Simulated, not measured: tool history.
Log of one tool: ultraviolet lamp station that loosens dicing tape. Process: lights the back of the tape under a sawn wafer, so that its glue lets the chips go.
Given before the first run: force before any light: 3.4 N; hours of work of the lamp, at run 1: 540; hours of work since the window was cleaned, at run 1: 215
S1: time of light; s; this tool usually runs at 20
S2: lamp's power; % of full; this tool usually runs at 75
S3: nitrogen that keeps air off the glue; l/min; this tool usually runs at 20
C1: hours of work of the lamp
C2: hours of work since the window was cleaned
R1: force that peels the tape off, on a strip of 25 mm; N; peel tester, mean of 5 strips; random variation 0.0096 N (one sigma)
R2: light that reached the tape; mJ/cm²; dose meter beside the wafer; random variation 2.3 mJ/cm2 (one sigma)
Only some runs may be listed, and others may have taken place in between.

run,hour,S1,S2,S3,C1,C2,R1,R2
1,0,20,75,20,540,215,0.769,147
2,17.1,20,75,20,554,229,0.778,144
3,38.6,20,75,20,571,246,0.769,136
4,64.8,20,75,20,592,267,0.847,135
5,77.6,20,75,20,602,277,0.804,131
6,101.3,20,75,8,621,296,1.207,128
# hour 109.1: window cleaned of glue's vapour
7,122.5,20,75,8,637,11,1.099,154
8,145.6,21,75,8,656,29,1.039,153
9,162.7,20,91,20,669,43,0.576,175
10,184.8,20,75,20,687,60,0.789,142
11,198.1,20,75,20,697,71,0.755,139
12,215.1,20,75,20,711,84,0.816,137
13,228.7,20,75,20,722,95,0.827,135
14,249.1,20,75,9,738,111,1.19,132
15,272.8,20,75,9,757,130,1.211,127
16,285.3,20,75,20,767,140,0.898,131
17,310.3,20,75,20,787,160,0.903,124
18,321.8,20,81,34,796,169,0.659,134
19,339.7,20,61,20,810,184,1.164,98
20,352.8,27,96,11,821,194,0.637,209
21,371.8,13,75,13,836,209,1.635,73
22,385.6,21,75,7,847,220,1.365,119
23,400.2,20,61,10,858,232,1.566,95
24,425.3,20,61,10,878,252,1.604,91
25,436.2,20,61,10,887,261,1.603,90
26,459,20,61,10,905,279,1.594,85
# hour 476.6: lamp changed
27,485.2,20,61,10,7,299,0.927,153
# hour 491.4: window cleaned of glue's vapour
28,505,20,61,10,22,11,0.841,180
29,516.7,20,61,10,32,20,0.803,176
30,539.8,20,88,20,50,39,0.355,249

Below are 3 alternative next runs, each starting from the tool's condition after run 30. Predict each:
A,558.6,20,71,12,65,54,?,?
B,558.6,20,75,21,65,54,?,?
C,558.6,20,88,20,65,54,?,?

run,R1,R2
A,0.63,202
B,0.43,212
C,0.368,247
With no hidden state in the tool, these same runs would have given:
run,R1,R2
A,0.571,217
B,0.39,228
C,0.336,265
